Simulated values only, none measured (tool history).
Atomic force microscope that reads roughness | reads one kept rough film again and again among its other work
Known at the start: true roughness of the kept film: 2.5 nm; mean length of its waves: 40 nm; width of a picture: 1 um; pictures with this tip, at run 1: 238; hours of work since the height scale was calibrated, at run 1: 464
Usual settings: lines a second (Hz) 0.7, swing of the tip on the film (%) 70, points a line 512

run    hour  lines a second (Hz)  swing of the tip on the film (%)  points a line  pictures with this tip  hours of work since the height scale was calibrated  roughness of the kept film (nm (root mean square))
  1       0                  0.7                                70            512                     238                                                  464                                               2.222
  2    19.8                  0.7                                70            512                     287                                                  479                                               2.186
  3    52.2                  0.7                                70            512                     369                                                  503                                               2.145
       66.7  -- new tip fitted
  4    75.7                  0.7                                70            512                      22                                                  520                                               2.319
  5   108.1                  0.7                                70            512                     104                                                  545                                               2.271
  6   124.7                  0.7                                70            512                     145                                                  557                                               2.275
  7   138.3                  0.7                                70            512                     180                                                  567                                               2.225
  8   165.4                  0.7                                70            512                     248                                                  588                                               2.184
  9     191                  0.7                                88            512                     312                                                  607                                               2.056
 10   213.9                  0.7                                88            512                     369                                                  624                                               2.037
      226.1  -- new tip fitted
 11   234.7                  0.7                                88            512                      21                                                  639                                               2.214
 12   249.6                  0.7                                88            512                      59                                                  651                                               2.192
 13   279.7                  0.7                                88            512                     134                                                  673                                                2.16
 14   303.1                  0.7                                70            310                     193                                                  691                                               2.212
 15   330.4                  0.7                                70            310                     262                                                  711                                               2.197
 16   344.5                  0.7                                70            310                     297                                                  722                                               2.173
 17     361                  0.7                                70            310                     339                                                  734                                               2.143
      386.2  -- new tip fitted
 18   388.8                1.013                                70            310                       6                                                  755                                               2.317
 19   402.5                1.013                                70            310                      41                                                  765                                               2.284
 20     421                1.013                                70            310                      87                                                  779                                               2.276
 21   444.7                  0.7                                70            701                     147                                                  797                                               2.261
 22   469.8                  0.7                                63            512                     210                                                  816                                                2.25
 23   489.6                0.836                                70            512                     259                                                  831                                               2.186
 24     517                  0.7                                70            930                     328                                                  851                                               2.156
 25   538.3                  0.7                                70            512                     382                                                  867                                               2.122
      545.6  -- new tip fitted
 26   570.9                  0.7                                70            512                      63                                                  891                                               2.293
 27   588.9                  0.7                                70            512                     109                                                  905                                               2.278
 28   610.1                0.658                                70            958                     162                                                  921                                                2.28
 29     640                0.658                                56            773                     237                                                  943                                               2.257
 30   665.1                0.658                                56            773                     300                                                  962                                               2.218
 31   684.6                0.527                                64            858                     349                                                  977                                               2.201
      704.8  -- new tip fitted
 32   712.7                2.359                                64            557                      20                                                  997                                               2.218
 33   745.5                2.359                                64            557                     103                                                 1022                                               2.196
 34   765.9                2.359                                64            557                     154                                                 1037                                               2.152
 35   782.8                  0.7                                70            388                     196                                                 1050                                               2.234
      811.9  -- height scale calibrated on a step standard
 36   811.9                1.248                                73            512                     267                                                    0                                                2.08
 37   839.8                1.248                                73            512                     337                                                   21                                               2.039
 38   857.8                0.985                                82            731                     382                                                   34                                               2.005
      865.3  -- new tip fitted
 39   881.4                1.206                                72            731                      40                                                   52                                               2.225
 40   912.4                2.104                                58            562                     118                                                   75                                               2.204
 41   933.6                2.104                                88            562                     171                                                   91                                               1.841
 42   958.7                 2.59                                88            795                     234                                                  110                                               1.739
 43   985.4                 2.59                                88            795                     301                                                  130                                               1.691
 44  1011.8                1.587                                78            795                     368                                                  150                                               1.973
     1025.2  -- new tip fitted
 45  1030.6                  0.7                                70            286                      14                                                  164                                               2.302
 46  1054.6                1.008                                56            395                      74                                                  182                                                2.29
 47  1081.1                3.336                                58            755                     140                                                  202                                               2.137
 48  1102.1                0.745                                86            869                     193                                                  217                                               2.114
 49  1117.3                1.014                                86            869                     231                                                  229                                               2.025
 50  1136.3                1.014                                86            869                     279                                                  243                                               1.994
 51  1155.4                0.909                                67            512                     327                                                  257                                               2.114

Some steps in roughness of the kept film (nm (root mean square)) between neighbouring runs. How much of each would the tool show without its hidden state too (settings, what came in, random variation), and how much is left for the hidden state, with any gauge scatter that isn't in both results?
The hidden state here: radius of the tip, nm; height scale over the true one, %; drift of the gauge itself on roughness_nm, %.
Run 10 -> 11: new tip fitted. roughness of the kept film (nm (root mean square)) +0.177: hidden state +0.183, all else -0.006.
Run 17 -> 18: lines a second (Hz) 0.7 -> 1.013, new tip fitted. roughness of the kept film (nm (root mean square)) +0.174: hidden state +0.192, all else -0.018.
Run 38 -> 39: lines a second (Hz) 0.985 -> 1.206, swing of the tip on the film (%) 82 -> 72, new tip fitted. roughness of the kept film (nm (root mean square)) +0.22: hidden state +0.188, all else +0.032.
Run 40 -> 41: swing of the tip on the film (%) 58 -> 88. roughness of the kept film (nm (root mean square)) -0.363: hidden state -0.014, all else -0.349.
Run 43 -> 44: lines a second (Hz) 2.59 -> 1.587, swing of the tip on the film (%) 88 -> 78. roughness of the kept film (nm (root mean square)) +0.282: hidden state -0.053, all else +0.335.
Run 44 -> 45: lines a second (Hz) 1.587 -> 0.7, swing of the tip on the film (%) 78 -> 70, points a line 795 -> 286, new tip fitted. roughness of the kept film (nm (root mean square)) +0.329: hidden state +0.173, all else +0.156.
